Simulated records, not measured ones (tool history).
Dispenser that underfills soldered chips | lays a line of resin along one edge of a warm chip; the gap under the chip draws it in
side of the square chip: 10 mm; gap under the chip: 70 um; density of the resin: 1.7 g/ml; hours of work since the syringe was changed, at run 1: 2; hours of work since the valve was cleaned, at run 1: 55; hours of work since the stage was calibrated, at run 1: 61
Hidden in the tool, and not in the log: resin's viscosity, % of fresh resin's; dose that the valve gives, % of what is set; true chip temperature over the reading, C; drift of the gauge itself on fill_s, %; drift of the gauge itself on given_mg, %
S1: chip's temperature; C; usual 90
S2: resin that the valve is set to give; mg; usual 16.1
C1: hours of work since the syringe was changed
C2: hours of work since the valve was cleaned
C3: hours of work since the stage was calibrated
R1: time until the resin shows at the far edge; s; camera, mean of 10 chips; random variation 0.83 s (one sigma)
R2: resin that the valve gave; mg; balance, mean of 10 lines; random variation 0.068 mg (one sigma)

run 1 hour=0 | S1=90 S2=16.1 | C1=2 C2=55 C3=61 | R1=86.5 R2=15.66
run 2 hour=2.7 | S1=90 S2=16.1 | C1=4 C2=57 C3=63 | R1=92 R2=15.62
run 3 hour=6.2 | S1=90 S2=16.1 | C1=6 C2=59 C3=65 | R1=101.7 R2=15.51
-- hour=7.5 new syringe of resin
run 4 hour=9 | S1=90 S2=16.1 | C1=1 C2=61 C3=67 | R1=84.6 R2=15.61
run 5 hour=13.4 | S1=104 S2=16.1 | C1=4 C2=64 C3=70 | R1=57.1 R2=15.52
-- hour=16.9 dispensing valve cleaned and set on the balance
run 6 hour=16.9 | S1=90 S2=16.1 | C1=6 C2=0 C3=71 | R1=97.7 R2=16.1
-- hour=19.1 new syringe of resin
run 7 hour=19.2 | S1=90 S2=16.1 | C1=0 C2=1 C3=73 | R1=79.8 R2=16.12
run 8 hour=23.7 | S1=90 S2=15.5 | C1=3 C2=4 C3=76 | R1=90.7 R2=15.51
run 9 hour=27.1 | S1=90 S2=15.5 | C1=5 C2=7 C3=78 | R1=98.1 R2=15.38
run 10 hour=29.3 | S1=90 S2=16.1 | C1=7 C2=8 C3=79 | R1=102.1 R2=16.03
-- hour=29.9 new syringe of resin
run 11 hour=31.7 | S1=95 S2=16.1 | C1=1 C2=9 C3=81 | R1=69.3 R2=16.07
run 12 hour=33.8 | S1=95 S2=16.4 | C1=3 C2=11 C3=82 | R1=73 R2=16.26
run 13 hour=38 | S1=95 S2=14 | C1=5 C2=14 C3=85 | R1=86 R2=13.86
-- hour=40.5 new syringe of resin
run 14 hour=40.5 | S1=82 S2=16.1 | C1=0 C2=15 C3=86 | R1=107 R2=15.88
run 15 hour=44.8 | S1=82 S2=16.1 | C1=3 C2=18 C3=89 | R1=116.7 R2=16.02
run 16 hour=47.2 | S1=79 S2=16.1 | C1=4 C2=20 C3=91 | R1=141.9 R2=15.76
-- hour=51 new syringe of resin
run 17 hour=51 | S1=90 S2=17.5 | C1=0 C2=22 C3=93 | R1=79.7 R2=17.36
run 18 hour=54.5 | S1=90 S2=17.5 | C1=2 C2=24 C3=96 | R1=88.2 R2=17.25
run 19 hour=59.1 | S1=90 S2=16.1 | C1=5 C2=27 C3=99 | R1=99.2 R2=15.8
-- hour=61.8 new syringe of resin
run 20 hour=64 | S1=82 S2=15.9 | C1=1 C2=30 C3=102 | R1=115.6 R2=15.74
run 21 hour=67.4 | S1=89 S2=16.8 | C1=4 C2=33 C3=104 | R1=93.6 R2=16.58
run 22 hour=70.9 | S1=96 S2=14.5 | C1=6 C2=35 C3=106 | R1=84.1 R2=14.16
-- hour=72.4 new syringe of resin
run 23 hour=73.8 | S1=83 S2=14.6 | C1=1 C2=37 C3=108 | R1=114.5 R2=14.22
run 24 hour=75.8 | S1=86 S2=20.4 | C1=2 C2=38 C3=109 | R1=100.8 R2=19.68
run 25 hour=77.9 | S1=96 S2=18.7 | C1=4 C2=39 C3=111 | R1=75.3 R2=18.33
run 26 hour=82.2 | S1=96 S2=18.7 | C1=7 C2=42 C3=114 | R1=81.6 R2=18.19
-- hour=83 new syringe of resin
run 27 hour=84.9 | S1=101 S2=18 | C1=1 C2=44 C3=115 | R1=57.5 R2=17.52
run 28 hour=89.2 | S1=104 S2=14.9 | C1=4 C2=47 C3=118 | R1=60.6 R2=14.59
run 29 hour=92.2 | S1=104 S2=14.9 | C1=6 C2=49 C3=120 | R1=65.5 R2=14.57
-- hour=93.8 new syringe of resin
run 30 hour=96.5 | S1=92 S2=19 | C1=2 C2=52 C3=123 | R1=76.4 R2=18.29
run 31 hour=99.7 | S1=82 S2=16.2 | C1=4 C2=54 C3=125 | R1=125.1 R2=15.71
run 32 hour=102.6 | S1=82 S2=16.2 | C1=6 C2=56 C3=127 | R1=132.6 R2=15.61
-- hour=104.5 new syringe of resin
run 33 hour=107.1 | S1=92 S2=16.1 | C1=2 C2=58 C3=130 | R1=82.4 R2=15.73
run 34 hour=109.3 | S1=98 S2=13.9 | C1=3 C2=60 C3=131 | R1=74.3 R2=13.42
run 35 hour=112.1 | S1=98 S2=17.6 | C1=5 C2=62 C3=133 | R1=72.5 R2=16.94
run 36 hour=114.5 | S1=81 S2=16.1 | C1=7 C2=63 C3=135 | R1=148.5 R2=15.56
-- hour=115 new syringe of resin
-- hour=118.9 dispensing valve cleaned and set on the balance
run 37 hour=120.3 | S1=81 S2=16.1 | C1=3 C2=1 C3=138 | R1=124.3 R2=16.19

3 ways to go on from here, each from the tool as it stands after run 37. What would each give?
run A hour=123.9 | S1=89 S2=18.2 | C1=5 C2=3 C3=140 | R1=? R2=?
run B hour=123.9 | S1=85 S2=20 | C1=5 C2=3 C3=140 | R1=? R2=?
run C hour=123.9 | S1=80 S2=16.1 | C1=5 C2=3 C3=140 | R1=? R2=?

run=A R1=99 R2=18.09
run=B R1=113.9 R2=20
run=C R1=144.1 R2=16.08
Without the tool's hidden state the same runs would have given:
run=A R1=78.1 R2=18.08
run=B R1=89.8 R2=19.99
run=C R1=113.5 R2=16.08

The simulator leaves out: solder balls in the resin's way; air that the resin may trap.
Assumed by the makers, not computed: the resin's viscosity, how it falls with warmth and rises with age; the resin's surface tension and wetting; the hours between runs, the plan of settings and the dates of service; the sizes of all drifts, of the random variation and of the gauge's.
